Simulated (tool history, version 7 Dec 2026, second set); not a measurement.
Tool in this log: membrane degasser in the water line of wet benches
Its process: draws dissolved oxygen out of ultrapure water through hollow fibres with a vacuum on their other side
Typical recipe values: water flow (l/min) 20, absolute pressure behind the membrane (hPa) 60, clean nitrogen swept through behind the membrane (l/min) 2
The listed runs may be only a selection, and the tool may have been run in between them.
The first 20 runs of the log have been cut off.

| run | hour | water flow (l/min) | absolute pressure behind the membrane (hPa) | clean nitrogen swept through behind the membrane (l/min) | dissolved oxygen in the water behind the degasser (ppb) | pressure that the water loses in the fibres (hPa) |
|---|---|---|---|---|---|---|
| 21 | 3618 | 25 | 141.1 | 4.38 | 635.9 | 390.5 |
| 22 | 3784 | 25 | 55.2 | 1.8 | 584.8 | 391.4 |
| 23 | 3921.7 | 20 | 60 | 0.88 | 444.1 | 313.6 |
| 24 | 4032 | 14 | 82 | 3.58 | 162 | 219.3 |
| 25 | 4267.2 | 15 | 36.7 | 1.1 | 157.6 | 235.7 |
| 26 | 4432.3 | 15 | 36.7 | 1.1 | 157.4 | 236.2 |
| 27 | 4626 | 30 | 60 | 1.09 | 886.1 | 468.8 |
| 28 | 4832.2 | 12 | 57.9 | 4.23 | 87.6 | 188.1 |
| 29 | 5012.3 | 13 | 65.5 | 2.67 | 129.9 | 202.8 |
|  | 5185.6 | seals of the vacuum lines changed |
| 30 | 5242.9 | 25 | 96.5 | 1.4 | 746.2 | 396.5 |
| 31 | 5423.1 | 20 | 71.9 | 2 | 405.9 | 313.6 |

Forecast each of these 5 alternatives for the next run:
| A | 5628 | 16 | 71.9 | 2.48 | ? | ? |
| B | 5628 | 20 | 71.9 | 2.52 | ? | ? |
| C | 5628 | 19 | 86.5 | 3.98 | ? | ? |
| D | 5628 | 23 | 60 | 2 | ? | ? |
| E | 5628 | 16 | 66.6 | 2.99 | ? | ? |

| run | dissolved oxygen in the water behind the degasser (ppb) | pressure that the water loses in the fibres (hPa) |
|---|---|---|
| A | 231.9 | 248.8 |
| B | 390.1 | 312.7 |
| C | 343.7 | 295.3 |
| D | 498.5 | 361.1 |
| E | 217.5 | 253 |
Without the tool's hidden state the same runs would have given:
| run | dissolved oxygen in the water behind the degasser (ppb) | pressure that the water loses in the fibres (hPa) |
|---|---|---|
| A | 216 | 243.1 |
| B | 365.7 | 305.5 |
| C | 321.6 | 288.4 |
| D | 468.4 | 352.8 |
| E | 201.6 | 247.2 |

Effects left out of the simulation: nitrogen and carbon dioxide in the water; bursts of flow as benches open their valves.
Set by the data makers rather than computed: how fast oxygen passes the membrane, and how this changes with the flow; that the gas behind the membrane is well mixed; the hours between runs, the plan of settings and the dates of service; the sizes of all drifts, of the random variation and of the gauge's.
